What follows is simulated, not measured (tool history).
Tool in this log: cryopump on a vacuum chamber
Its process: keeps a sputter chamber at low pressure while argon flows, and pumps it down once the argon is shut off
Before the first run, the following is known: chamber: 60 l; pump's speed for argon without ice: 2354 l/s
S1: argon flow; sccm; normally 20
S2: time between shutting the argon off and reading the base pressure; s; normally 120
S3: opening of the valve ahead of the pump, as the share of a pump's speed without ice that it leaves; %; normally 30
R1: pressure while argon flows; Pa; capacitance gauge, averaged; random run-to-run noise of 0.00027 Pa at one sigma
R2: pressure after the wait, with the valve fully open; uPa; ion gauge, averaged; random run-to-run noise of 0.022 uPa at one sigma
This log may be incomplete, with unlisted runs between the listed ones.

run	hour	S1	S2	S3	R1	R2
1	0	20	120	30	0.0498	1.18
2	30.1	20	120	30	0.05	1.32
# hour 52.7: pump warmed up, emptied and cooled again
3	60	20	120	30	0.0477	1.18
4	86.9	20	120	30	0.048	1.16
5	101.2	20	120	30	0.0483	1.14
6	118.8	20	120	30	0.048	1.16
7	134.1	20	120	30	0.0483	1.27
8	163.4	20	120	30	0.0483	1.21
9	183.4	26	120	30	0.0626	1.2
10	208.2	26	120	30	0.0623	1.26
11	232.6	26	120	30	0.063	1.28
12	250.4	26	120	30	0.0624	1.22
13	269.9	10	23	16	0.0451	3.24
14	285.6	13	122	30	0.0315	1.21
15	314.5	13	122	30	0.0317	1.26
16	332.2	13	122	30	0.0315	1.25
17	349.4	24	90	22	0.0794	1.42
18	373.4	34	90	22	0.1122	1.48
19	386.9	34	90	22	0.112	1.44
20	417.7	20	118	30	0.0487	1.29
21	438	29	273	23	0.0914	1.05
22	456.4	30	273	23	0.095	1.06

Pick out some run-to-run changes in R1. Of each, how much would a tool without hidden state show as well, from the settings, what came in and chance, and how much is left for the hidden state and any gauge scatter not in both results compared?
Hidden state present: pump's speed, % of a pump's without ice; cold plate's temperature, K; leak into the chamber, uPa l/s; drift of the gauge itself on working_pa, %; drift of the gauge itself on base_upa, %.
Run 2 -> 3: pump warmed up, emptied and cooled again. R1 -0.0023 Pa: hidden state -0.0021, all else -0.0002.
Run 12 -> 13: S1 26 -> 10, S2 120 -> 23, S3 30 -> 16. R1 -0.0173 Pa: hidden state -0.0005, all else -0.0168.
Run 16 -> 17: S1 13 -> 24, S2 122 -> 90, S3 30 -> 22. R1 +0.0479 Pa: hidden state +0.0005, all else +0.0474.
Run 19 -> 20: S1 34 -> 20, S2 90 -> 118, S3 22 -> 30. R1 -0.0633 Pa: hidden state -0.0005, all else -0.0628.
